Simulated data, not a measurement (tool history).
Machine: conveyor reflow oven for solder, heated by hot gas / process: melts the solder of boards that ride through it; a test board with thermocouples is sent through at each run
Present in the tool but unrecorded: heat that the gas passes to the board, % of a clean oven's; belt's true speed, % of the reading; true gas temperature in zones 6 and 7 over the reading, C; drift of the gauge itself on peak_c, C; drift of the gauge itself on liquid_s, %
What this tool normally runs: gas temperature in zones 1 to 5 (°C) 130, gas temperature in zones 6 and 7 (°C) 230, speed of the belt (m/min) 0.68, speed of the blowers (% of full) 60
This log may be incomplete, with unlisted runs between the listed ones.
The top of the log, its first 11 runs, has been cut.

| run | hour | gas temperature in zones 1 to 5 (°C) | gas temperature in zones 6 and 7 (°C) | speed of the belt (m/min) | speed of the blowers (% of full) | hours of work since the flux was cleaned out | hours of work since the belt drive was overhauled | hours of work since the thermocouples were changed | highest temperature of the board (°C) | time above the solder's melting point (s) |
|---|---|---|---|---|---|---|---|---|---|---|
| 12 | 516.6 | 130 | 230 | 0.68 | 58 | 110 | 264 | 1293 | 204.9 | 37.8 |
| 13 | 548.7 | 130 | 230 | 0.68 | 58 | 126 | 281 | 1309 | 204.9 | 37.7 |
| 14 | 585.1 | 130 | 230 | 0.68 | 58 | 145 | 300 | 1328 | 204.7 | 37 |
| 15 | 625.9 | 130 | 230 | 0.68 | 58 | 166 | 321 | 1349 | 204.1 | 38 |
| 16 | 670.4 | 130 | 230 | 0.68 | 60 | 189 | 344 | 1372 | 205.2 | 38.2 |
| 17 | 729.5 | 130 | 230 | 0.68 | 51 | 220 | 374 | 1403 | 201.1 | 33.7 |
| 18 | 790.9 | 130 | 229 | 0.814 | 60 | 252 | 406 | 1434 | 196.7 | 21.4 |
| 19 | 822.9 | 130 | 229 | 0.814 | 60 | 268 | 422 | 1451 | 195.9 | 21.4 |
| 20 | 857.2 | 138 | 230 | 0.68 | 60 | 286 | 440 | 1469 | 205.9 | 42.3 |
|  | 879.8 | thermocouples of zones 6 and 7 changed |
| 21 | 902.7 | 130 | 231 | 0.68 | 60 | 308 | 462 | 12 | 207.5 | 42.1 |
|  | 936.7 | flux residue cleaned out of gas plates and filters |
| 22 | 936.7 | 127 | 244 | 0.672 | 75 | 0 | 477 | 27 | 224.3 | 54.8 |
| 23 | 1002.9 | 122 | 222 | 0.68 | 60 | 34 | 512 | 61 | 199.1 | 30.9 |
| 24 | 1031.5 | 132 | 230 | 0.68 | 60 | 49 | 526 | 76 | 209 | 44.2 |
| 25 | 1085.7 | 130 | 238 | 0.68 | 60 | 77 | 554 | 104 | 214.9 | 47.4 |
| 26 | 1130.3 | 130 | 230 | 0.804 | 56 | 100 | 577 | 127 | 200.1 | 25.7 |
| 27 | 1164.8 | 130 | 230 | 0.804 | 56 | 118 | 595 | 145 | 199.7 | 25.3 |
| 28 | 1213.5 | 133 | 220 | 0.804 | 58 | 143 | 620 | 170 | 193.3 | 18.9 |
| 29 | 1272.9 | 144 | 236 | 0.68 | 60 | 174 | 651 | 200 | 215.3 | 52.3 |
| 30 | 1309.2 | 143 | 230 | 0.68 | 64 | 192 | 670 | 219 | 211.2 | 50.6 |
| 31 | 1371.6 | 131 | 230 | 0.69 | 86 | 225 | 702 | 251 | 213.9 | 47.5 |

Consider 3 possible next runs. They are alternatives, not a sequence: every one starts from the tool as it was left by run 31. What does each give?
| A | 1399.8 | 144 | 223 | 0.665 | 86 | 239 | 717 | 266 | ? | ? |
| B | 1399.8 | 131 | 230 | 0.614 | 86 | 239 | 717 | 266 | ? | ? |
| C | 1399.8 | 144 | 223 | 0.69 | 66 | 239 | 717 | 266 | ? | ? |

| run | highest temperature of the board (°C) | time above the solder's melting point (s) |
|---|---|---|
| A | 210.3 | 51.8 |
| B | 216 | 58.9 |
| C | 204.9 | 44.1 |
Take away the tool's hidden state, keep each run's random variation, and the runs would have read:
| run | highest temperature of the board (°C) | time above the solder's melting point (s) |
|---|---|---|
| A | 211.5 | 52.1 |
| B | 217.2 | 59.1 |
| C | 205.9 | 44.5 |
